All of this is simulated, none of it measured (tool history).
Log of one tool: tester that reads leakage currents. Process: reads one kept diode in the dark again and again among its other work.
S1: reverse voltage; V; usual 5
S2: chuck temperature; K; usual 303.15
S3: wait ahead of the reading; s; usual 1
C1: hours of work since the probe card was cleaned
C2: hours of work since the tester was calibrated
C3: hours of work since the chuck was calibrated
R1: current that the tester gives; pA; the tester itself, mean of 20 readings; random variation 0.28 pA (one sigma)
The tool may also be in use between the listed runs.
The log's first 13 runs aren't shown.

run     day  S1      S2    S3    C1    C2   C3      R1
 14  57.004   5  303.15  2.12  2952  1683   76  103.12
 15  63.696   5  298.15  2.12  3028  1759  152   74.25
 16  68.071   5  298.15  2.12  3077  1809  202   74.23
 17  71.208   5  298.15  2.12  3113  1845  238   73.56
 18  75.058   5  298.15  2.12  3157  1889  282   73.53
 19  80.471   5  298.15  2.12  3218  1950  343   72.73
 20  85.758   5  314.15     1  3278  2010  403  201.69
 21  89.862   5  314.15     1  3325  2057  450  201.56

Forecast run 22:
 22  94.933   5  314.15   1  3383  2114  508   ?

{"run 22": {"R1": 199.38}}
Without the tool's hidden state the same run would have given R1 200.21 pA.
